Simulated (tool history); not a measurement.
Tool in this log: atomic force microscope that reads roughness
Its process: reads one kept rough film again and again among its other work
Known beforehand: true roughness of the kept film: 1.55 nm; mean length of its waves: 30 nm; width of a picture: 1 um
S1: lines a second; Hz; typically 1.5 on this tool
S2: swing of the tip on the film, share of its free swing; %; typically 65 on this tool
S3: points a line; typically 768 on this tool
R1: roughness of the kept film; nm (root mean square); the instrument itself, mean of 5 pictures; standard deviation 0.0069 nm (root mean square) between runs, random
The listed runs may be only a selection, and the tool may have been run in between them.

{"run": 1, "hour": 0.0, "S1": 1.5, "S2": 65, "S3": 768, "R1": 1.355}
{"run": 2, "hour": 85.5, "S1": 1.5, "S2": 65, "S3": 768, "R1": 1.293}
{"hour": 116.0, "done": "new tip fitted"}
{"run": 3, "hour": 128.8, "S1": 1.5, "S2": 87, "S3": 768, "R1": 1.284}
{"run": 4, "hour": 183.6, "S1": 1.5, "S2": 65, "S3": 768, "R1": 1.354}
{"hour": 190.3, "done": "height scale calibrated on a step standard"}
{"run": 5, "hour": 230.7, "S1": 1.5, "S2": 65, "S3": 768, "R1": 1.318}
{"hour": 280.3, "done": "new tip fitted"}
{"run": 6, "hour": 297.9, "S1": 1.5, "S2": 65, "S3": 768, "R1": 1.397}
{"run": 7, "hour": 377.8, "S1": 1.5, "S2": 65, "S3": 768, "R1": 1.325}
{"run": 8, "hour": 422.8, "S1": 0.87, "S2": 82, "S3": 486, "R1": 1.256}
{"hour": 445.5, "done": "new tip fitted"}
{"run": 9, "hour": 484.8, "S1": 0.87, "S2": 82, "S3": 486, "R1": 1.344}
{"run": 10, "hour": 569.1, "S1": 0.87, "S2": 82, "S3": 486, "R1": 1.277}
{"hour": 606.7, "done": "new tip fitted"}
{"run": 11, "hour": 633.9, "S1": 0.87, "S2": 82, "S3": 486, "R1": 1.36}
{"hour": 648.7, "done": "height scale calibrated on a step standard, once more"}
{"run": 12, "hour": 699.2, "S1": 1.5, "S2": 65, "S3": 815, "R1": 1.324}

3 ways to go on from here, each from the tool as it stands after run 12. What would each give?
{"hour": 766.8, "done": "new tip fitted"}
{"run": "A", "hour": 766.8, "S1": 1.5, "S2": 71, "S3": 297, "R1": "?"}
{"hour": 766.8, "done": "new tip fitted"}
{"run": "B", "hour": 766.8, "S1": 1.5, "S2": 58, "S3": 815, "R1": "?"}
{"hour": 766.8, "done": "new tip fitted"}
{"run": "C", "hour": 766.8, "S1": 0.57, "S2": 65, "S3": 768, "R1": "?"}

run=A R1=1.382
run=B R1=1.435
run=C R1=1.449
Take away the tool's hidden state, keep each run's random variation, and the runs would have read:
run=A R1=1.385
run=B R1=1.439
run=C R1=1.452

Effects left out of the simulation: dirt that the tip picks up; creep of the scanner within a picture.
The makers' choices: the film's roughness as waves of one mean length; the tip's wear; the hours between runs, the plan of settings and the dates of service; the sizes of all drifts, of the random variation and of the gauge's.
